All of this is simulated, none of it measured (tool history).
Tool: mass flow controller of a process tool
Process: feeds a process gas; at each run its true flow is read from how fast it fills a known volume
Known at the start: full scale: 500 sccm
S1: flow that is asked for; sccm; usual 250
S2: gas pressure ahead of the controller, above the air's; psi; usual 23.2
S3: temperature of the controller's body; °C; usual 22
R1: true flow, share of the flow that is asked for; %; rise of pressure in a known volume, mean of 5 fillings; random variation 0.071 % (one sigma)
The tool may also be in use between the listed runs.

Run 1, hour 0.0: usual settings. Result: R1 97.73 %.
Run 2, hour 167.6: usual settings. Result: R1 97.50 %.
Run 3, hour 512.4: usual settings. Result: R1 97.44 %.
Run 4, hour 851.3: usual settings but S1 77 sccm. Result: R1 96.16 %.
Run 5, hour 1052.5: usual settings but S1 77 sccm. Result: R1 95.89 %.
Run 6, hour 1336.2: usual settings but S1 77 sccm. Result: R1 95.54 %.
Run 7, hour 1529.1: usual settings but S1 77 sccm. Result: R1 95.33 %.
Run 8, hour 1720.4: usual settings. Result: R1 96.93 %.
Run 9, hour 2060.5: usual settings. Result: R1 96.57 %.
Run 10, hour 2261.6: usual settings. Result: R1 96.66 %.
Run 11, hour 2433.9: usual settings but S2 29.0 psi. Result: R1 96.52 %.
Run 12, hour 2656.4: usual settings but S2 29.0 psi. Result: R1 96.41 %.
Run 13, hour 2882.4: usual settings but S2 21.5 psi. Result: R1 96.30 %.
Run 14, hour 3142.3: usual settings but S2 21.5 psi. Result: R1 96.20 %.
Run 15, hour 3339.0: usual settings but S2 21.5 psi. Result: R1 96.13 %.
Run 16, hour 3629.0: usual settings but S2 21.5 psi. Result: R1 96.07 %.
Run 17, hour 3806.2: usual settings. Result: R1 95.82 %.
Run 18, hour 4180.0: usual settings. Result: R1 95.83 %.
Run 19, hour 4444.4: usual settings but S1 55 sccm, S2 33.5 psi, S3 35 °C. Result: R1 89.93 %.
Run 20, hour 4603.8: usual settings but S1 105 sccm, S2 26.8 psi. Result: R1 93.70 %.
At hour 4624.3: controller's zero set anew.
Run 21, hour 4976.4: usual settings but S1 105 sccm, S2 26.8 psi. Result: R1 92.90 %.
Run 22, hour 5313.9: usual settings but S1 327 sccm, S2 27.6 psi, S3 37 °C. Result: R1 94.23 %.
Run 23, hour 5628.4: usual settings but S1 435 sccm, S2 22.5 psi, S3 28 °C. Result: R1 95.32 %.
Run 24, hour 5819.1: usual settings but S1 435 sccm, S2 22.5 psi, S3 28 °C. Result: R1 95.25 %.
Run 25, hour 6010.5: usual settings but S1 303 sccm. Result: R1 95.17 %.
Run 26, hour 6204.8: usual settings but S1 65 sccm, S2 26.3 psi, S3 29 °C. Result: R1 88.95 %.
At hour 6281.0: controller's zero set anew, once more.
Run 27, hour 6362.1: usual settings but S1 88 sccm, S2 33.8 psi, S3 28 °C. Result: R1 95.53 %.
Run 28, hour 6595.7: usual settings but S1 279 sccm, S2 33.8 psi, S3 28 °C. Result: R1 95.53 %.
Run 29, hour 6924.2: usual settings but S1 279 sccm, S2 33.8 psi, S3 28 °C. Result: R1 95.51 %.
Run 30, hour 7252.3: usual settings but S1 279 sccm, S2 33.8 psi, S3 28 °C. Result: R1 95.34 %.
Run 31, hour 7449.1: usual settings but S1 279 sccm, S2 33.8 psi, S3 28 °C. Result: R1 95.25 %.
Run 32, hour 7722.1: usual settings but S2 20.3 psi. Result: R1 95.64 %.
Run 33, hour 8084.5: usual settings but S2 20.3 psi. Result: R1 95.64 %.
Run 34, hour 8411.3: usual settings but S2 24.1 psi, S3 32 °C. Result: R1 94.44 %.
Run 35, hour 8654.9: usual settings but S2 24.1 psi, S3 32 °C. Result: R1 94.31 %.
Run 36, hour 9009.0: usual settings but S2 24.1 psi, S3 32 °C. Result: R1 94.11 %.

The same runs without the tool's hidden state, with the same run-to-run variation:
The hidden state here: flow at rest that the sensor doesn't see, % of full scale; true flow over the shown one, %; drift of the gauge itself on true_pct, %.
run      R1
  1  100.10
  2   99.95
  3  100.04
  4   99.97
  5   99.87
  6   99.78
  7   99.75
  8  100.08
  9   99.88
 10  100.08
 11  100.01
 12  100.00
 13   99.99
 14  100.00
 15  100.03
 16  100.11
 17   99.93
 18  100.11
 19   98.52
 20   99.86
 21   99.76
 22   98.83
 23   99.75
 24   99.74
 25  100.15
 26   99.18
 27   99.32
 28   99.34
 29   99.47
 30   99.45
 31   99.44
 32   99.98
 33  100.14
 34   99.09
 35   99.06
 36   99.02
